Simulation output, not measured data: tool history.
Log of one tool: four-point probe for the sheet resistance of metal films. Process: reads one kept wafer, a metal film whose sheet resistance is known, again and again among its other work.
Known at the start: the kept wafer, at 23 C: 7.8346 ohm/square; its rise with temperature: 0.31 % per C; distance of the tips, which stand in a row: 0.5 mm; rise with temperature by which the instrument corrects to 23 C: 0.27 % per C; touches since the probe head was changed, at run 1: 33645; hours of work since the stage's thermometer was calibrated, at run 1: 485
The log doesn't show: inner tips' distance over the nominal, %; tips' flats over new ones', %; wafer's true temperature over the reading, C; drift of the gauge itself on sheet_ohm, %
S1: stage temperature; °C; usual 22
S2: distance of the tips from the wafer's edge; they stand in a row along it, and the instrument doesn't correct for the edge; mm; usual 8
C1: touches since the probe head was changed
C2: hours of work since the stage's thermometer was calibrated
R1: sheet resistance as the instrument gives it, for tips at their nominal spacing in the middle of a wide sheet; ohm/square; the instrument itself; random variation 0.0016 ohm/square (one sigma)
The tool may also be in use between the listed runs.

Run 1, hour 0: usual settings; C1 33645; C2 485. Result: R1 7.797989 ohm/square.
Run 2, hour 21.8: usual settings; C1 34079; C2 494. Result: R1 7.798042 ohm/square.
Run 3, hour 65.2: usual settings; C1 34946; C2 512. Result: R1 7.800718 ohm/square.
Run 4, hour 85.6: usual settings; C1 35355; C2 521. Result: R1 7.79778 ohm/square.
Run 5, hour 121.8: usual settings; C1 36076; C2 536. Result: R1 7.797902 ohm/square.
Run 6, hour 144.1: usual settings; C1 36522; C2 545. Result: R1 7.79491 ohm/square.
Run 7, hour 170.2: usual settings; C1 37043; C2 556. Result: R1 7.797744 ohm/square.
Run 8, hour 205.9: usual settings but S1 19 °C; C1 37756; C2 571. Result: R1 7.784416 ohm/square.
Run 9, hour 235.1: usual settings; C1 38340; C2 583. Result: R1 7.796523 ohm/square.
Run 10, hour 281.7: usual settings; C1 39269; C2 603. Result: R1 7.793087 ohm/square.
Run 11, hour 312.9: usual settings but S1 31 °C; C1 39892; C2 615. Result: R1 7.820313 ohm/square.
Run 12, hour 352.1: usual settings but S1 31 °C; C1 40677; C2 632. Result: R1 7.818928 ohm/square.
Run 13, hour 392.4: usual settings but S1 31 °C; C1 41480; C2 649. Result: R1 7.818184 ohm/square.
Run 14, hour 436.3: usual settings but S1 31 °C; C1 42357; C2 667. Result: R1 7.819236 ohm/square.
Run 15, hour 458.3: usual settings but S2 56 mm; C1 42796; C2 676. Result: R1 7.775061 ohm/square.
Run 16, hour 486.5: usual settings but S2 56 mm; C1 43360; C2 688. Result: R1 7.775258 ohm/square.
Run 17, hour 532.2: usual settings but S2 56 mm; C1 44271; C2 707. Result: R1 7.777626 ohm/square.
Run 18, hour 568.5: usual settings but S2 56 mm; C1 44996; C2 722. Result: R1 7.776209 ohm/square.
Run 19, hour 589.6: usual settings but S1 30 °C, S2 56 mm; C1 45418; C2 731. Result: R1 7.796585 ohm/square.
Run 20, hour 615: usual settings but S1 30 °C, S2 56 mm; C1 45926; C2 741. Result: R1 7.796631 ohm/square.
Run 21, hour 648.9: usual settings but S1 30 °C, S2 56 mm; C1 46601; C2 755. Result: R1 7.800741 ohm/square.
Run 22, hour 681.7: usual settings but S1 30 °C, S2 56 mm; C1 47257; C2 769. Result: R1 7.797731 ohm/square.
Run 23, hour 728.8: usual settings but S1 30 °C, S2 56 mm; C1 48198; C2 789. Result: R1 7.796512 ohm/square.
Run 24, hour 773.5: usual settings but S1 34 °C, S2 32 mm; C1 49090; C2 807. Result: R1 7.808893 ohm/square.
Run 25, hour 801.9: usual settings but S2 41 mm; C1 49657; C2 819. Result: R1 7.772755 ohm/square.
Run 26, hour 837.9: usual settings but S2 42 mm; C1 50375; C2 834. Result: R1 7.775441 ohm/square.
Run 27, hour 875.3: usual settings but S1 32 °C, S2 10 mm; C1 51122; C2 850. Result: R1 7.810289 ohm/square.
Run 28, hour 898.1: usual settings but S1 32 °C, S2 10 mm; C1 51577; C2 859. Result: R1 7.808575 ohm/square.
Run 29, hour 918.9: usual settings but S1 32 °C, S2 10 mm; C1 51994; C2 868. Result: R1 7.808665 ohm/square.
Run 30, hour 941: usual settings but S1 32 °C, S2 10 mm; C1 52435; C2 877. Result: R1 7.808515 ohm/square.
Run 31, hour 964.5: usual settings but S1 34 °C, S2 40 mm; C1 52904; C2 887. Result: R1 7.803407 ohm/square.
Run 32, hour 1008.4: usual settings but S1 34 °C, S2 40 mm; C1 53780; C2 905. Result: R1 7.803972 ohm/square.
Run 33, hour 1053.3: usual settings but S1 19 °C, S2 3 mm; C1 54677; C2 924. Result: R1 7.875178 ohm/square.
Run 34, hour 1076.1: usual settings but S1 25 °C, S2 38 mm; C1 55131; C2 933. Result: R1 7.775809 ohm/square.
Run 35, hour 1104.3: usual settings but S1 25 °C, S2 38 mm; C1 55696; C2 945. Result: R1 7.778464 ohm/square.
Run 36, hour 1125.7: usual settings but S1 25 °C, S2 38 mm; C1 56123; C2 954. Result: R1 7.777358 ohm/square.
Run 37, hour 1166.3: usual settings but S1 25 °C, S2 58 mm; C1 56934; C2 971. Result: R1 7.775933 ohm/square.
Run 38, hour 1212: usual settings but S1 28 °C, S2 10 mm; C1 57846; C2 990. Result: R1 7.79338 ohm/square.
Run 39, hour 1242.2: usual settings but S1 28 °C, S2 10 mm; C1 58449; C2 1002. Result: R1 7.795427 ohm/square.
Run 40, hour 1286.5: usual settings but S1 24 °C, S2 74 mm; C1 59333; C2 1021. Result: R1 7.773588 ohm/square.
Run 41, hour 1322.6: usual settings but S1 24 °C, S2 74 mm; C1 60054; C2 1036. Result: R1 7.771546 ohm/square.
Run 42, hour 1368.3: usual settings but S1 32 °C, S2 4 mm; C1 60966; C2 1055. Result: R1 7.858985 ohm/square.
Run 43, hour 1411: usual settings but S1 32 °C, S2 4 mm; C1 61820; C2 1073. Result: R1 7.856128 ohm/square.
Run 44, hour 1445: usual settings but S1 27 °C, S2 7 mm; C1 62499; C2 1087. Result: R1 7.797827 ohm/square.
Run 45, hour 1488.8: usual settings but S1 19 °C; C1 63372; C2 1105. Result: R1 7.772245 ohm/square.

4 ways to go on from here, each from the tool as it stands after run 45. What would each give?
Run A, hour 1524.8: usual settings but S1 25 °C, S2 47 mm; C1 64091; C2 1120. Result: R1 ?.
Run B, hour 1524.8: usual settings but S2 30 mm; C1 64091; C2 1120. Result: R1 ?.
Run C, hour 1524.8: usual settings but S1 19 °C, S2 9 mm; C1 64091; C2 1120. Result: R1 ?.
Run D, hour 1524.8: usual settings but S1 21 °C; C1 64091; C2 1120. Result: R1 ?.

run        R1
  A  7.770141
  B   7.76338
  C   7.76755
  D  7.776584
Without the tool's hidden state the same runs would have given:
run        R1
  A  7.839146
  B  7.832301
  C  7.836477
  D  7.845605

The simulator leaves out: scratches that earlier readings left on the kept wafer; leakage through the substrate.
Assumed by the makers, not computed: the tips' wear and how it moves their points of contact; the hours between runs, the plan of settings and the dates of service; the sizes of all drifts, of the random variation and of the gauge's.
